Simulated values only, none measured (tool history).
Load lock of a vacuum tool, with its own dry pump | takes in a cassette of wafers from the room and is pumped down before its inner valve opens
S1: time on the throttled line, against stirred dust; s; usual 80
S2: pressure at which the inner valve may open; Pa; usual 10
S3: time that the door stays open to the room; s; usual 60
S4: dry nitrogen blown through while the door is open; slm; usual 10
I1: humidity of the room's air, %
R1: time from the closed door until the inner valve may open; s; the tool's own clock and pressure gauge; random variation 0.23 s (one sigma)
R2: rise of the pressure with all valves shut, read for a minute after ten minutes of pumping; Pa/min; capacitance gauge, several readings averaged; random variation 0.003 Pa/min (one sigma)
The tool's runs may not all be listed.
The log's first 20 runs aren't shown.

Run 21, hour 6487.9: usual settings but S1 66 s, S2 17 Pa, S3 153 s, S4 7 slm; I1 45.0. Result: R1 107.4 s, R2 0.156 Pa/min.
Run 22, hour 6810.0: usual settings but S1 45 s; I1 43.2. Result: R1 93.3 s, R2 0.123 Pa/min.
Run 23, hour 7048.1: usual settings but S1 88 s, S3 88 s, S4 11 slm; I1 48.1. Result: R1 129.3 s, R2 0.148 Pa/min.
Run 24, hour 7470.6: usual settings but S1 65 s, S2 8 Pa, S4 15 slm; I1 46.7. Result: R1 111.5 s, R2 0.144 Pa/min.
Run 25, hour 7953.4: usual settings but S1 92 s, S2 13 Pa, S3 29 s, S4 20 slm; I1 46.4. Result: R1 131.1 s, R2 0.150 Pa/min.
At hour 8061.2: dry pump taken out, an overhauled one fitted.
Run 26, hour 8312.9: usual settings but S1 79 s, S2 13 Pa; I1 44.1. Result: R1 116.0 s, R2 0.191 Pa/min.
Run 27, hour 8740.0: usual settings but S1 89 s; I1 45.3. Result: R1 125.9 s, R2 0.208 Pa/min.
Run 28, hour 8992.8: usual settings but S1 89 s; I1 43.8. Result: R1 126.1 s, R2 0.219 Pa/min.
Run 29, hour 9478.7: usual settings but S1 89 s, S2 9 Pa, S4 5 slm; I1 45.3. Result: R1 126.8 s, R2 0.245 Pa/min.
At hour 9762.0: door's seal changed, seat wiped.
Run 30, hour 9811.0: usual settings but S1 89 s, S2 9 Pa, S4 5 slm; I1 43.0. Result: R1 127.0 s, R2 0.035 Pa/min.
Run 31, hour 10158.2: usual settings but S1 89 s, S2 9 Pa; I1 49.8. Result: R1 126.9 s, R2 0.042 Pa/min.
Run 32, hour 10630.6: usual settings but S1 89 s, S2 9 Pa; I1 45.5. Result: R1 126.8 s, R2 0.048 Pa/min.
Run 33, hour 10942.9: usual settings but S3 235 s; I1 46.3. Result: R1 119.2 s, R2 0.118 Pa/min.
Run 34, hour 11238.6: usual settings but S3 57 s, S4 28 slm; I1 45.0. Result: R1 119.1 s, R2 0.047 Pa/min.
Run 35, hour 11526.7: usual settings but S1 126 s, S4 34 slm; I1 45.0. Result: R1 157.6 s, R2 0.050 Pa/min.
Run 36, hour 11875.6: usual settings but S1 126 s, S4 34 slm; I1 44.5. Result: R1 157.9 s, R2 0.055 Pa/min.
Run 37, hour 12126.9: usual settings but S3 29 s; I1 43.4. Result: R1 119.5 s, R2 0.068 Pa/min.

3 ways to go on from here, each from the tool as it stands after run 37. What would each give?
Run A, hour 12569.3: usual settings; I1 46.1. Result: R1 ?, R2 ?.
Run B, hour 12569.3: usual settings but S3 99 s, S4 7 slm; I1 45.5. Result: R1 ?, R2 ?.
Run C, hour 12569.3: usual settings but S3 29 s, S4 29 slm; I1 46.4. Result: R1 ?, R2 ?.

run     R1     R2
  A  119.3  0.093
  B  119.6  0.107
  C  119.7  0.069
Without the tool's hidden state the same runs would have given:
run     R1     R2
  A  118.2  0.040
  B  118.5  0.053
  C  118.6  0.016
